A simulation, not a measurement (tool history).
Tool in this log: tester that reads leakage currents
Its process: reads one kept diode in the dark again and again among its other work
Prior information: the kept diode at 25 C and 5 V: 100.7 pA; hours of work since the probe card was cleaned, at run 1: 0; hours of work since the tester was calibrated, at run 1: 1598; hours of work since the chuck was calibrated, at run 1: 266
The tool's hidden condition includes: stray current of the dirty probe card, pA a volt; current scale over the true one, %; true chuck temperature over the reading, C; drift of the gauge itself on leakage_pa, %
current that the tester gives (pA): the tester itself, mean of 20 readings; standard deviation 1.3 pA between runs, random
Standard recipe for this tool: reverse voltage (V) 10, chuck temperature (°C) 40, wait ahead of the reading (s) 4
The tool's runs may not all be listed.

run	day	reverse voltage (V)	chuck temperature (°C)	wait ahead of the reading (s)	hours of work since the probe card was cleaned	hours of work since the tester was calibrated	hours of work since the chuck was calibrated	current that the tester gives (pA)
1	0	10	40	4	0	1598	266	457.99
2	3.808	9.8	40	4	65	1663	331	457.21
3	9.062	9.8	40	2.28	154	1752	420	464.01
4	11.379	10	40	4	193	1791	459	470.02
5	14.825	10	40	4	252	1850	518	473.76
6	19.542	10	40	4	332	1930	598	480.84
7	24.279	10	40	4	412	2010	678	483.87
8	29.575	11.3	40	4	502	2100	768	508.4
9	32.454	11.3	40	7.95	551	2149	817	512.72
10	35.812	10	40	9.87	608	2206	874	494.57
11	38.846	10	38	9.87	660	2258	926	427.51
12	42.242	10	38	9.87	717	2315	983	427.22
13	45.408	10	38	9.87	771	2369	1037	432.02
# day 47.862: chuck's temperature calibrated
14	49.729	10	38	9.87	843	2441	32	396.21
15	53.258	10	38	9.87	903	2501	92	398.27
16	57.767	1.5	40	4	979	2578	168	250.01
17	60.788	1.5	40	4	1031	2629	219	251.61
18	65.096	1.5	40	4	1104	2702	293	252.72
19	70.212	10	40	0.58	1191	2789	380	485.61
20	72.854	10	40	0.58	1236	2834	424	488.07
21	75.746	10	40	0.58	1285	2883	473	493.11
22	78.867	10	40	0.58	1338	2936	526	491.64
23	83.154	10	40	0.58	1411	3009	599	499.18
24	88.629	10	56	4	1503	3102	692	1626.89
25	93.971	4.4	48	4	1594	3192	783	695.59
26	97.862	11.3	48	0.91	1660	3258	849	965.26
# day 99.479: probe card cleaned and baked
27	102.558	8.1	25	0.53	52	3336	927	133.19
28	107.404	8.1	25	0.53	135	3418	1009	134.82
29	110.825	2.1	25	0.53	193	3476	1067	86.64
# day 111.458: chuck's temperature calibrated
30	113.679	5.1	36	0.6	240	3523	38	264.93
31	117.362	1.3	36	0.6	302	3586	100	170.67
32	122.762	3.8	33	2.43	394	3678	192	191.15
33	125.012	3.2	33	3.26	432	3716	230	180.64

4 ways to go on from here, each from the tool as it stands after run 33. What would each give?
A	128.683	10	51	1.47	494	3778	292	?
B	128.683	10	40	9.93	494	3778	292	?
C	128.683	5.5	55	0.41	494	3778	292	?
D	128.683	3.2	33	1.43	494	3778	292	?

run	current that the tester gives (pA)
A	1083.23
B	468.24
C	1189.21
D	183.29
The same runs, with their run-to-run variation unchanged, on a tool lacking any hidden condition would have given:
run	current that the tester gives (pA)
A	1041.57
B	444.51
C	1149
D	174.42
